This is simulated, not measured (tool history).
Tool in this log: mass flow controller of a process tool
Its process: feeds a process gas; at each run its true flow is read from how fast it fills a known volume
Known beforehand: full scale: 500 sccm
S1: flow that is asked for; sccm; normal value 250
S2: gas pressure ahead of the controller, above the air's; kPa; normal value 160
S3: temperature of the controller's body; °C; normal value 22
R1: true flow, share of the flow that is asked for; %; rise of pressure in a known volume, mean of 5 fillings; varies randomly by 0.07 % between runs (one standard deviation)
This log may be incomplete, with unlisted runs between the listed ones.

Run 1, day 0: usual settings. Result: R1 99.04 %.
Run 2, day 10.571: usual settings. Result: R1 99.05 %.
Run 3, day 19.562: usual settings but S2 191 kPa. Result: R1 98.58 %.
Run 4, day 26.9: usual settings but S2 191 kPa. Result: R1 98.57 %.
Run 5, day 40: usual settings. Result: R1 98.85 %.
Run 6, day 48.242: usual settings. Result: R1 98.82 %.
Run 7, day 62.771: usual settings. Result: R1 98.84 %.
Run 8, day 73.283: usual settings. Result: R1 98.73 %.
Run 9, day 82.129: usual settings but S3 28 °C. Result: R1 99.33 %.
Run 10, day 92.496: usual settings but S3 28 °C. Result: R1 99.35 %.
Run 11, day 104.521: usual settings but S3 28 °C. Result: R1 99.16 %.
Run 12, day 115.733: usual settings but S3 28 °C. Result: R1 99.16 %.
Run 13, day 127.108: usual settings but S3 28 °C. Result: R1 99.1 %.
Run 14, day 135.504: usual settings but S1 374 sccm. Result: R1 98.79 %.
Run 15, day 148.029: usual settings but S1 374 sccm. Result: R1 98.8 %.
Run 16, day 157.721: usual settings but S1 374 sccm. Result: R1 98.72 %.
Run 17, day 168.654: usual settings but S1 374 sccm. Result: R1 98.67 %.
Run 18, day 177.446: usual settings but S1 178 sccm, S2 245 kPa, S3 28 °C. Result: R1 97.76 %.
Run 19, day 191.662: usual settings but S1 178 sccm, S2 245 kPa, S3 28 °C. Result: R1 97.87 %.
Run 20, day 203.138: usual settings but S1 178 sccm, S2 245 kPa, S3 28 °C. Result: R1 97.65 %.
At day 206.662: controller exchanged for a calibrated one.
Run 21, day 213.358: usual settings but S1 227 sccm, S2 140 kPa, S3 30 °C. Result: R1 98.94 %.
Run 22, day 221.696: usual settings but S1 87 sccm, S2 187 kPa, S3 23 °C. Result: R1 97.24 %.

Run 23 has not been measured yet. What should we expect?
At day 231.129: gauge calibrated.
Run 23, day 236.588: usual settings but S1 87 sccm, S2 273 kPa, S3 23 °C. Result: R1 ?.

Run 23 measured R1 97.66 %.
If the tool had no hidden condition, the same run with the same run-to-run variation would have returned R1 97.69 %.
